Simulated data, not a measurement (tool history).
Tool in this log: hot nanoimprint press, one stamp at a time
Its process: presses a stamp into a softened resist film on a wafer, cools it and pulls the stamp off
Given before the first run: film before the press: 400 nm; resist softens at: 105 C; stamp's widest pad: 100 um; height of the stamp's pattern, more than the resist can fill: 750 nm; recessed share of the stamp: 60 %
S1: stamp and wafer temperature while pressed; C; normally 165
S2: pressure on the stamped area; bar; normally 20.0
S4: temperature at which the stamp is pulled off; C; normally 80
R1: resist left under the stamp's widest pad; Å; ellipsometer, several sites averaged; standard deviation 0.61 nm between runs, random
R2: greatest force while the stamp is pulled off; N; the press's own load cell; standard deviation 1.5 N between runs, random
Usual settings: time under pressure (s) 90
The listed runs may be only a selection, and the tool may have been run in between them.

Run 1, day 0.000: usual settings. Result: R1 1469 Å, R2 148 N.
Run 2, day 0.538: usual settings. Result: R1 1472 Å, R2 152 N.
Run 3, day 1.550: usual settings. Result: R1 1475 Å, R2 150 N.
Run 4, day 2.371: usual settings. Result: R1 1476 Å, R2 152 N.
Run 5, day 2.804: usual settings. Result: R1 1475 Å, R2 152 N.
Run 6, day 3.404: usual settings. Result: R1 1476 Å, R2 155 N.
Run 7, day 4.133: usual settings. Result: R1 1483 Å, R2 156 N.
Run 8, day 4.762: usual settings. Result: R1 1479 Å, R2 158 N.
Run 9, day 5.333: usual settings. Result: R1 1490 Å, R2 157 N.
Run 10, day 5.842: usual settings. Result: R1 1483 Å, R2 158 N.
Run 11, day 6.333: usual settings. Result: R1 1483 Å, R2 162 N.
Run 12, day 7.117: usual settings. Result: R1 1488 Å, R2 162 N.
Run 13, day 7.992: usual settings but time under pressure (s) 138. Result: R1 1242 Å, R2 163 N.
Run 14, day 8.979: usual settings but time under pressure (s) 138. Result: R1 1238 Å, R2 168 N.
Run 15, day 9.954: usual settings but S1 162 C, S2 14.3 bar, time under pressure (s) 68, S4 87 C. Result: R1 2145 Å, R2 150 N.
Run 16, day 10.538: usual settings but S1 156 C, S2 14.3 bar, time under pressure (s) 68, S4 87 C. Result: R1 2657 Å, R2 152 N.
Run 17, day 11.296: usual settings but S1 163 C, S4 70 C. Result: R1 1633 Å, R2 195 N.
Run 18, day 12.404: usual settings but S1 162 C, time under pressure (s) 133, S4 72 C. Result: R1 1468 Å, R2 157 N.
Run 19, day 13.229: usual settings but S1 174 C, S2 22.7 bar, time under pressure (s) 175, S4 88 C. Result: R1 712 Å, R2 129 N.
Run 20, day 13.704: usual settings but S1 156 C, S2 23.1 bar, time under pressure (s) 62, S4 84 C. Result: R1 2374 Å, R2 138 N.
Run 21, day 14.162: usual settings but S1 156 C, S2 23.1 bar, time under pressure (s) 62, S4 84 C. Result: R1 2363 Å, R2 139 N.
Run 22, day 14.921: usual settings but S1 156 C, S2 23.1 bar, time under pressure (s) 62, S4 84 C. Result: R1 2383 Å, R2 141 N.
Run 23, day 15.333: usual settings but S1 159 C, S2 19.1 bar, time under pressure (s) 154, S4 75 C. Result: R1 1607 Å, R2 160 N.
Run 24, day 15.762: usual settings but S1 175 C, S2 19.0 bar, time under pressure (s) 54, S4 79 C. Result: R1 1271 Å, R2 154 N.
Run 25, day 16.225: usual settings but S1 175 C, S2 19.0 bar, time under pressure (s) 54, S4 79 C. Result: R1 1268 Å, R2 151 N.
Run 26, day 16.917: usual settings but S1 163 C, S2 19.0 bar, time under pressure (s) 54, S4 78 C. Result: R1 1955 Å, R2 153 N.
Run 27, day 17.917: usual settings but S1 163 C, S2 19.0 bar, time under pressure (s) 97, S4 78 C. Result: R1 1544 Å, R2 155 N.

Taken out of this log: 2 entries between the listed runs. Where each belongs, and how the hidden state differs across it:
From run 17 to run 18: stamp cleaned and given a new release coat (day 11.917)
  true temperature over the reading, C: -0.8 -> -0.83; pressure that arrives at the usual setting, %: 93.46 -> 93.34; grip of the stamp's worn release coat, % over a new coat's: 20.5 -> 0.7
  measured result minus the result with no hidden state, R1: +101 -> +97 Å; R2: +35 -> +3 N
From run 25 to run 26: plate thermocouple calibrated (day 16.679)
  true temperature over the reading, C: -0.93 -> 0.25; pressure that arrives at the usual setting, %: 92.82 -> 92.74; grip of the stamp's worn release coat, % over a new coat's: 5.9 -> 6.7
  measured result minus the result with no hidden state, R1: +85 -> +36 Å; R2: +11 -> +9 N

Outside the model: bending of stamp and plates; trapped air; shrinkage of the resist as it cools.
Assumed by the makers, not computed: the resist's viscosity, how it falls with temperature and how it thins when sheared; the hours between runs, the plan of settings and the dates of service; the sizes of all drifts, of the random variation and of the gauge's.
